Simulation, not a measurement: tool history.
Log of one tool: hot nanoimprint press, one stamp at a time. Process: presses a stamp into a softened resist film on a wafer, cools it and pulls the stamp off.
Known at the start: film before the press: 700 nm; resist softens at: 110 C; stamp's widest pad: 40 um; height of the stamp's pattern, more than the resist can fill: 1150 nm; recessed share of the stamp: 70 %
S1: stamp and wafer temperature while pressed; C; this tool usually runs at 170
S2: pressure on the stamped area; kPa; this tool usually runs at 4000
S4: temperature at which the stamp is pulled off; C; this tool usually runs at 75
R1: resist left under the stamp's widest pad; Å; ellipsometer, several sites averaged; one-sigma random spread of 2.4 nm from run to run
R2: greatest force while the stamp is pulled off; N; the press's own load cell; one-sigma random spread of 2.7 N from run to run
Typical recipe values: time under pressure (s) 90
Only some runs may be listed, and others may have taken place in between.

{"run": 1, "day": 0.0, "S1": 170, "S2": 4000, "time under pressure (s)": 90, "S4": 75, "R1": 3911, "R2": 130}
{"run": 2, "day": 1.046, "S1": 170, "S2": 4000, "time under pressure (s)": 90, "S4": 75, "R1": 3878, "R2": 141}
{"run": 3, "day": 2.275, "S1": 170, "S2": 4000, "time under pressure (s)": 51, "S4": 75, "R1": 4595, "R2": 142}
{"run": 4, "day": 4.025, "S1": 170, "S2": 4000, "time under pressure (s)": 51, "S4": 75, "R1": 4552, "R2": 156}
{"run": 5, "day": 5.792, "S1": 170, "S2": 4000, "time under pressure (s)": 51, "S4": 75, "R1": 4551, "R2": 128}
{"run": 6, "day": 7.733, "S1": 170, "S2": 4000, "time under pressure (s)": 51, "S4": 75, "R1": 4578, "R2": 131}
{"run": 7, "day": 8.942, "S1": 170, "S2": 4000, "time under pressure (s)": 51, "S4": 75, "R1": 4542, "R2": 140}
{"run": 8, "day": 10.238, "S1": 170, "S2": 4000, "time under pressure (s)": 51, "S4": 75, "R1": 4541, "R2": 142}
{"run": 9, "day": 11.45, "S1": 170, "S2": 4000, "time under pressure (s)": 51, "S4": 75, "R1": 4517, "R2": 147}
{"run": 10, "day": 12.912, "S1": 167, "S2": 4000, "time under pressure (s)": 90, "S4": 75, "R1": 4120, "R2": 121}
{"run": 11, "day": 14.154, "S1": 170, "S2": 4000, "time under pressure (s)": 90, "S4": 64, "R1": 3789, "R2": 160}
{"run": 12, "day": 15.446, "S1": 170, "S2": 4000, "time under pressure (s)": 90, "S4": 64, "R1": 3787, "R2": 166}
{"run": 13, "day": 17.004, "S1": 170, "S2": 4000, "time under pressure (s)": 90, "S4": 64, "R1": 3624, "R2": 162}
{"run": 14, "day": 18.812, "S1": 170, "S2": 4000, "time under pressure (s)": 90, "S4": 77, "R1": 3600, "R2": 141}
{"run": 15, "day": 20.25, "S1": 170, "S2": 4000, "time under pressure (s)": 90, "S4": 77, "R1": 3540, "R2": 119}
{"run": 16, "day": 21.912, "S1": 176, "S2": 4000, "time under pressure (s)": 90, "S4": 73, "R1": 2920, "R2": 133}
{"run": 17, "day": 23.667, "S1": 176, "S2": 2440, "time under pressure (s)": 131, "S4": 73, "R1": 3262, "R2": 138}
{"run": 18, "day": 24.667, "S1": 174, "S2": 2440, "time under pressure (s)": 131, "S4": 73, "R1": 3846, "R2": 155}
{"run": 19, "day": 26.671, "S1": 170, "S2": 4000, "time under pressure (s)": 120, "S4": 75, "R1": 3566, "R2": 125}
{"run": 20, "day": 28.646, "S1": 175, "S2": 4000, "time under pressure (s)": 120, "S4": 79, "R1": 3021, "R2": 128}
{"run": 21, "day": 30.267, "S1": 176, "S2": 3570, "time under pressure (s)": 164, "S4": 78, "R1": 2738, "R2": 136}
{"run": 22, "day": 31.104, "S1": 161, "S2": 3360, "time under pressure (s)": 93, "S4": 68, "R1": 5296, "R2": 165}
{"run": 23, "day": 32.575, "S1": 161, "S2": 3040, "time under pressure (s)": 168, "S4": 70, "R1": 4754, "R2": 167}
{"run": 24, "day": 34.025, "S1": 179, "S2": 4000, "time under pressure (s)": 91, "S4": 75, "R1": 2874, "R2": 125}
{"run": 25, "day": 35.312, "S1": 179, "S2": 4000, "time under pressure (s)": 91, "S4": 75, "R1": 2891, "R2": 130}
{"run": 26, "day": 36.583, "S1": 179, "S2": 4000, "time under pressure (s)": 91, "S4": 75, "R1": 2870, "R2": 141}
{"run": 27, "day": 38.204, "S1": 158, "S2": 2930, "time under pressure (s)": 153, "S4": 62, "R1": 5267, "R2": 181}
{"run": 28, "day": 40.425, "S1": 158, "S2": 2930, "time under pressure (s)": 153, "S4": 62, "R1": 5220, "R2": 153}
{"run": 29, "day": 42.288, "S1": 158, "S2": 2930, "time under pressure (s)": 153, "S4": 62, "R1": 5212, "R2": 157}

Withheld: 9 entries from between the runs. Position of each, and hidden state at the listed run before versus the listed run after:
In the gap between runs 4 and 5: stamp cleaned and given a new release coat (day 5.667)
  true temperature over the reading, C: 0.88 -> 1; pressure that arrives at the usual setting, %: 97.23 -> 97.09; grip of the stamp's worn release coat, % over a new coat's: 20.7 -> 0.4
  the result without the hidden state subtracted from the measured one, R1: -58 -> -71 Å; R2: +25 -> -1 N
In the gap between runs 9 and 10: stamp cleaned and given a new release coat (day 12.458)
  true temperature over the reading, C: 1.49 -> 1.6; pressure that arrives at the usual setting, %: 96.53 -> 96.43; grip of the stamp's worn release coat, % over a new coat's: 22.7 -> 1.7
  the result without the hidden state subtracted from the measured one, R1: -121 -> -142 Å; R2: +24 -> -1 N
In the gap between runs 12 and 13: plate thermocouple calibrated (day 15.742); press's hydraulic seals changed and the load cell set to zero (day 16.483)
  true temperature over the reading, C: 1.82 -> 2.77; pressure that arrives at the usual setting, %: 96.2 -> 99.78; grip of the stamp's worn release coat, % over a new coat's: 11.5 -> 15.9
  the result without the hidden state subtracted from the measured one, R1: -155 -> -328 Å; R2: +14 -> +16 N
In the gap between runs 14 and 15: stamp cleaned and given a new release coat (day 19.696)
  true temperature over the reading, C: 2.93 -> 3.03; pressure that arrives at the usual setting, %: 99.62 -> 99.5; grip of the stamp's worn release coat, % over a new coat's: 23.2 -> 2.1
  the result without the hidden state subtracted from the measured one, R1: -343 -> -347 Å; R2: +21 -> -4 N
In the gap between runs 17 and 18: plate thermocouple calibrated, once more (day 24.204)
  true temperature over the reading, C: 3.32 -> -0.03; pressure that arrives at the usual setting, %: 99.18 -> 99.11; grip of the stamp's worn release coat, % over a new coat's: 15.4 -> 19
  the result without the hidden state subtracted from the measured one, R1: -334 -> +13 Å; R2: +12 -> +24 N
In the gap between runs 18 and 19: stamp cleaned and given a new release coat (day 26.646)
  true temperature over the reading, C: -0.03 -> 0.12; pressure that arrives at the usual setting, %: 99.11 -> 98.95; grip of the stamp's worn release coat, % over a new coat's: 19 -> 0.1
  the result without the hidden state subtracted from the measured one, R1: +13 -> +4 Å; R2: +24 -> +0 N
In the gap between runs 23 and 24: stamp cleaned and given a new release coat (day 33.521)
  true temperature over the reading, C: 0.61 -> 0.71; pressure that arrives at the usual setting, %: 98.4 -> 98.3; grip of the stamp's worn release coat, % over a new coat's: 23.3 -> 1.9
  the result without the hidden state subtracted from the measured one, R1: -65 -> -40 Å; R2: +31 -> +1 N
In the gap between runs 27 and 28: stamp cleaned and given a new release coat (day 40.392)
  true temperature over the reading, C: 1.07 -> 1.25; pressure that arrives at the usual setting, %: 97.9 -> 97.71; grip of the stamp's worn release coat, % over a new coat's: 18.3 -> 0.1
  the result without the hidden state subtracted from the measured one, R1: -117 -> -138 Å; R2: +26 -> -2 N
